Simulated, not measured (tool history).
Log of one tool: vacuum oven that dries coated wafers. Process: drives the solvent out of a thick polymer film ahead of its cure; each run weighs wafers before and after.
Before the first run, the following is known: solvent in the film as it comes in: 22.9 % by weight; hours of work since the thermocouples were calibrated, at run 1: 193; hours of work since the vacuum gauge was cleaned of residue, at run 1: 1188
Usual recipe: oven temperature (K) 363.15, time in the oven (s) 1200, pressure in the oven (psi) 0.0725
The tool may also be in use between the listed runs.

| run | hour | oven temperature (K) | time in the oven (s) | pressure in the oven (psi) | hours of work since the thermocouples were calibrated | hours of work since the vacuum gauge was cleaned of residue | solvent left in the film (%) |
|---|---|---|---|---|---|---|---|
| 1 | 0 | 363.15 | 1200 | 0.0725 | 193 | 1188 | 5.83 |
| 2 | 21.2 | 363.15 | 1200 | 0.0725 | 207 | 1202 | 5.82 |
| 3 | 50.7 | 363.15 | 1200 | 0.0725 | 226 | 1221 | 5.75 |
| 4 | 72.5 | 363.15 | 1200 | 0.0725 | 240 | 1235 | 5.92 |
| 5 | 104.1 | 363.15 | 1200 | 0.0725 | 261 | 1255 | 5.91 |
| 6 | 127.5 | 363.15 | 1200 | 0.0725 | 276 | 1271 | 5.81 |
| 7 | 162.5 | 359.15 | 1200 | 0.0725 | 299 | 1293 | 7.67 |
| 8 | 198.5 | 363.15 | 660 | 0.0725 | 322 | 1317 | 9.62 |
| 9 | 234.9 | 363.15 | 660 | 0.0725 | 346 | 1340 | 9.69 |
| 10 | 266.2 | 363.15 | 660 | 0.0725 | 366 | 1361 | 9.88 |
| 11 | 297.7 | 363.15 | 660 | 0.0725 | 386 | 1381 | 9.87 |
| 12 | 343.2 | 358.15 | 1200 | 0.0725 | 416 | 1411 | 8.38 |
| 13 | 387.6 | 367.15 | 1200 | 0.0725 | 445 | 1440 | 4.33 |
| 14 | 437.5 | 367.15 | 1200 | 0.0725 | 477 | 1472 | 4.42 |
| 15 | 463.1 | 363.15 | 1620 | 0.0725 | 494 | 1489 | 4.28 |
| 16 | 504.4 | 363.15 | 1380 | 0.0725 | 521 | 1516 | 5.21 |
| 17 | 540.2 | 363.15 | 1380 | 0.0725 | 544 | 1539 | 5.09 |
| 18 | 589.9 | 363.15 | 1200 | 0.1349 | 576 | 1571 | 6.44 |
| 19 | 641.8 | 363.15 | 1200 | 0.0406 | 610 | 1605 | 5.93 |
| 20 | 673.8 | 363.15 | 1200 | 0.0493 | 631 | 1626 | 6 |
| 21 | 725.8 | 363.15 | 1200 | 0.0493 | 665 | 1660 | 6.14 |
| 22 | 766.9 | 363.15 | 1200 | 0.0493 | 691 | 1686 | 6.1 |
|  | 775.8 | oven's thermocouples calibrated |
| 23 | 792.4 | 363.15 | 1200 | 0.0725 | 11 | 1702 | 6.01 |
| 24 | 830.1 | 366.15 | 1200 | 0.0725 | 35 | 1726 | 4.66 |
| 25 | 857.7 | 354.15 | 1260 | 0.1186 | 53 | 1744 | 10.06 |
| 26 | 896.4 | 354.15 | 1620 | 0.1186 | 78 | 1769 | 8.46 |
| 27 | 938 | 371.15 | 1920 | 0.0611 | 105 | 1796 | 1.41 |
| 28 | 984.5 | 371.15 | 1920 | 0.0611 | 136 | 1827 | 1.37 |
| 29 | 1020.5 | 363.15 | 1560 | 0.0725 | 159 | 1850 | 4.45 |
| 30 | 1044.5 | 368.15 | 1260 | 0.0725 | 175 | 1866 | 3.69 |
| 31 | 1074.2 | 372.15 | 1140 | 0.2206 | 194 | 1885 | 3.81 |
| 32 | 1125 | 372.15 | 1140 | 0.2206 | 227 | 1918 | 3.74 |
| 33 | 1176.2 | 363.15 | 900 | 0.0725 | 260 | 1951 | 7.76 |
| 34 | 1210.2 | 350.15 | 1020 | 0.1446 | 282 | 1973 | 13.08 |
| 35 | 1256.8 | 367.15 | 1200 | 0.1081 | 313 | 2004 | 4.58 |
| 36 | 1301.4 | 350.15 | 720 | 0.1037 | 342 | 2033 | 14.64 |
| 37 | 1339.2 | 350.15 | 720 | 0.1037 | 366 | 2057 | 14.38 |
| 38 | 1365.9 | 374.15 | 1200 | 0.054 | 384 | 2075 | 2.11 |
| 39 | 1410.9 | 374.15 | 1200 | 0.054 | 413 | 2104 | 2.23 |
| 40 | 1443.8 | 363.15 | 1200 | 0.054 | 434 | 2125 | 6.02 |
| 41 | 1480.9 | 370.15 | 780 | 0.0602 | 459 | 2149 | 5.63 |
| 42 | 1516.4 | 359.15 | 1500 | 0.0561 | 482 | 2172 | 6.46 |
| 43 | 1542 | 366.15 | 1380 | 0.2503 | 498 | 2189 | 5.54 |
| 44 | 1573.5 | 348.15 | 900 | 0.0725 | 519 | 2210 | 14.01 |
| 45 | 1624.6 | 360.15 | 1200 | 0.0582 | 552 | 2243 | 7.51 |
| 46 | 1670.5 | 360.15 | 1200 | 0.0582 | 582 | 2273 | 7.55 |
| 47 | 1717.5 | 353.15 | 1200 | 0.143 | 612 | 2303 | 11.48 |

What if the next run were any one of these 3? Each begins from the tool's condition after run 47:
| A | 1766.6 | 358.15 | 1200 | 0.086 | 644 | 2335 | ? |
| B | 1766.6 | 360.15 | 1200 | 0.143 | 644 | 2335 | ? |
| C | 1766.6 | 372.15 | 1800 | 0.0522 | 644 | 2335 | ? |

| run | solvent left in the film (%) |
|---|---|
| A | 8.61 |
| B | 8.04 |
| C | 1.61 |
Take away the tool's hidden state, keep each run's random variation, and the runs would have read:
| run | solvent left in the film (%) |
|---|---|
| A | 7.63 |
| B | 7.08 |
| C | 0.9 |

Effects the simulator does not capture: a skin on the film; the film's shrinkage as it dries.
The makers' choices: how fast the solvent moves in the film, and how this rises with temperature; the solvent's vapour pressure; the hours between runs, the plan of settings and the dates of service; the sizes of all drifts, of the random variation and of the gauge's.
